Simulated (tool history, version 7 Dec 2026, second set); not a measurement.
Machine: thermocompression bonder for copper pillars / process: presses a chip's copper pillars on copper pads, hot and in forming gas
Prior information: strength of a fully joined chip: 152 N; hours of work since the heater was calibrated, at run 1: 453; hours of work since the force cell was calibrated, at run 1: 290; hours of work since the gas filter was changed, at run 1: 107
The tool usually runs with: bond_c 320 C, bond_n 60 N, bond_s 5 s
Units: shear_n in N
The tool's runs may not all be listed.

run	hour	bond_c	bond_n	bond_s	hours of work since the heater was calibrated	hours of work since the force cell was calibrated	hours of work since the gas filter was changed	shear_n
1	0.0	320	60	5	453	290	107	98.9
2	11.5	320	60	5	460	297	114	97.5
3	19.6	320	60	5	465	303	119	97.1
4	26.2	320	60	5	469	307	123	97.6
5	35.6	320	60	5	475	313	129	98.0
6	45.8	320	43	5	482	319	136	75.3
7	55.6	320	43	5	488	325	142	74.1
8	71.5	338	60	3	498	335	152	94.1
9	82.6	338	60	3	505	342	159	94.9
10	91.5	320	51	5	510	348	164	86.4
11	101.9	320	51	5	517	355	171	87.4
12	112.8	345	60	5	524	361	178	115.3
13	127.5	320	47	5	533	371	187	80.1
14	142.6	317	65	3	543	380	197	86.6

4 options for the next run, each taken on its own from the tool as it stands now. Forecast them:
A	154.0	320	57	5	550	387	204	?
B	154.0	332	88	11	550	387	204	?
C	154.0	328	60	5	550	387	204	?
D	154.0	343	65	4	550	387	204	?

run	shear_n
A	94.1
B	141.1
C	103.3
D	110.3
With no hidden state in the tool, these same runs would have given:
run	shear_n
A	90.5
B	142.4
C	100.2
D	107.9
